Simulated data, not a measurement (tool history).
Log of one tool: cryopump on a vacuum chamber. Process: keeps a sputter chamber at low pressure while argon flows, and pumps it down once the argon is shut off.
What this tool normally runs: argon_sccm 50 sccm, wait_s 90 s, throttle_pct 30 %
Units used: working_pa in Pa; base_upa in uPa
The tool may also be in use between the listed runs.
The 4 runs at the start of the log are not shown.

run     day  argon_sccm  wait_s  throttle_pct  hours of work since the pump was warmed up and emptied  hours of work since the cold head was overhauled  hours of work since the chamber's fittings were tightened  working_pa  base_upa
  5   3.496          50      57            30                                                     215                                               215                                                       1173      0.1379      1.34
  6   4.412          50      57            30                                                     229                                               229                                                       1188      0.1373      1.34
  7   5.238          50      90            30                                                     242                                               242                                                       1201      0.1354      1.13
  8   6.350          50      90            30                                                     260                                               260                                                       1218      0.1380      1.07
  9   6.912          50      90            30                                                     269                                               269                                                       1227      0.1395      1.11
 10   7.567          28      90            30                                                     279                                               279                                                       1237      0.0779      1.11
 11   8.812          28      90            30                                                     299                                               299                                                       1257      0.0769      1.16
 12   9.517          28      90            30                                                     310                                               310                                                       1268      0.0771      1.15
 13  10.050          50     134            30                                                     318                                               318                                                       1276      0.1387      0.97
 14  11.004          45      90            30                                                     333                                               333                                                       1291      0.1256      1.17
 15  12.233          45      90            30                                                     352                                               352                                                       1310      0.1248      1.16
 16  13.054          45      90            30                                                     365                                               365                                                       1323      0.1269      1.17
 17  13.629          45      90            15                                                     374                                               374                                                       1332      0.2473      1.20
 18  14.388          22      90            30                                                     386                                               386                                                       1344      0.0614      1.19
     14.967  -- pump warmed up, emptied and cooled again
 19  15.817          22      90            30                                                      13                                               405                                                       1364      0.0582      1.09
 20  16.988          21     288            18                                                      32                                               424                                                       1382      0.0932      0.79
 21  17.554          21     288            18                                                      41                                               433                                                       1391      0.0931      0.82
 22  18.650          56     219            33                                                      58                                               450                                                       1408      0.1383      0.85
 23  19.338          40      44            47                                                      69                                               461                                                       1419      0.0692      1.64
 24  20.329          40      44            47                                                      84                                               476                                                       1434      0.0696      1.68

Run 25 is up next; what results do you expect?
 25  21.521          40      48            16                                                     103                                               495                                                       1453           ?         ?

Run 25 came out at working_pa 0.1994 Pa, base_upa 1.59 uPa.
On a tool with no hidden condition, and with the same random variation, this run would have come out at working_pa 0.1977 Pa, base_upa 1.05 uPa.
